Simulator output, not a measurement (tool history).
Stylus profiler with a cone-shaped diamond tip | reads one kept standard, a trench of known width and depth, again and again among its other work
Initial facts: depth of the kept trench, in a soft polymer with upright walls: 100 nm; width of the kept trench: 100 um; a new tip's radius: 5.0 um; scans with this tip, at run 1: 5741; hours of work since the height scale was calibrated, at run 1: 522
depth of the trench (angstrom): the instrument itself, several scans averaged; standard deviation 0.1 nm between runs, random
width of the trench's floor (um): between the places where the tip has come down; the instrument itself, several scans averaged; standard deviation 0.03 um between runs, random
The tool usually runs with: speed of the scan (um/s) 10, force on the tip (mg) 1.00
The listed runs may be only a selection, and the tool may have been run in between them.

run,hour,speed of the scan (um/s),force on the tip (mg),scans with this tip,hours of work since the height scale was calibrated,depth of the trench (angstrom),width of the trench's floor (um)
1,0.0,10,1.00,5741,522,1008.4,97.94
2,102.9,24,1.00,6356,578,1010.9,97.90
3,222.5,24,1.00,7070,642,1007.2,97.91
4,327.1,24,1.00,7695,699,1009.8,97.96
5,394.7,10,1.00,8098,736,1006.9,97.95
6,486.1,10,1.00,8644,785,1010.6,97.96
7,564.7,10,1.00,9113,828,1008.2,97.97
8,685.9,10,1.00,9837,894,1008.5,97.93
9,740.1,10,1.00,10161,923,1009.7,97.98
10,793.4,10,1.00,10479,952,1009.2,97.99
11,862.2,5,1.00,10890,990,1007.6,97.91
12,955.2,10,2.02,11445,1040,1013.6,97.95
13,1022.6,12,1.00,11848,1077,1007.6,97.95
14,1134.3,12,1.00,12515,1137,1008.9,97.94
15,1187.0,3,1.00,12830,1166,1007.4,98.03
16,1298.0,10,1.00,13492,1226,1010.7,97.87
17,1357.8,10,1.00,13850,1258,1008.1,98.00
18,1437.0,10,1.00,14323,1301,1009.4,97.90
19,1490.3,10,1.00,14641,1330,1007.1,97.91
20,1606.6,10,1.00,15335,1393,1009.0,97.94
21,1675.0,10,1.00,15744,1431,1009.1,97.99
22,1768.5,10,1.00,16302,1481,1007.4,97.94
23,1820.4,10,0.55,16612,1509,1006.0,97.86
24,1883.5,10,0.55,16989,1544,1004.8,97.96
25,1955.2,10,0.55,17417,1583,1005.0,97.90
26,2025.3,3,0.41,17836,1621,1004.5,97.88
# hour 2044.8: new tip fitted, height scale calibrated
27,2081.6,3,0.41,219,20,1003.6,97.98
28,2152.9,24,0.34,645,59,1004.4,97.91
29,2224.9,7,0.34,1075,98,1005.6,97.90
30,2290.8,7,0.34,1468,133,1004.5,98.00
31,2385.0,2,1.00,2031,185,1007.8,98.00
32,2487.2,2,1.00,2641,240,1008.3,98.00
33,2605.8,12,0.67,3349,304,1006.6,97.95
34,2690.4,22,0.83,3855,350,1007.5,97.93
35,2741.3,4,2.68,4159,378,1016.2,98.02
36,2822.4,27,0.81,4643,422,1007.5,97.92
37,2918.4,27,0.81,5216,474,1006.9,97.92
38,2981.5,3,0.90,5593,508,1007.0,97.92
39,3062.7,3,1.31,6078,552,1010.2,98.05
40,3137.9,10,1.78,6527,593,1011.9,97.94
41,3239.3,10,1.78,7132,648,1012.5,97.95
42,3341.1,10,0.91,7741,703,1006.8,97.96
43,3452.0,16,2.76,8403,764,1016.7,98.00
44,3547.6,16,2.37,8973,815,1015.0,97.95
45,3617.7,6,2.77,9392,853,1018.0,98.00

What if the next run were any one of these 5? Each begins from the tool's condition after run 45:
A,3730.0,2,0.48,10063,914,?,?
B,3730.0,26,0.68,10063,914,?,?
C,3730.0,4,1.00,10063,914,?,?
D,3730.0,34,0.47,10063,914,?,?
E,3730.0,6,1.74,10063,914,?,?

run,depth of the trench (angstrom),width of the trench's floor (um)
A,1005.9,98.00
B,1009.2,97.87
C,1007.3,97.99
D,1005.2,97.79
E,1011.0,98.00
Without the tool's unlogged condition, the same runs would have read:
run,depth of the trench (angstrom),width of the trench's floor (um)
A,1005.8,98.02
B,1009.0,97.89
C,1007.1,98.01
D,1005.0,97.81
E,1010.9,98.02

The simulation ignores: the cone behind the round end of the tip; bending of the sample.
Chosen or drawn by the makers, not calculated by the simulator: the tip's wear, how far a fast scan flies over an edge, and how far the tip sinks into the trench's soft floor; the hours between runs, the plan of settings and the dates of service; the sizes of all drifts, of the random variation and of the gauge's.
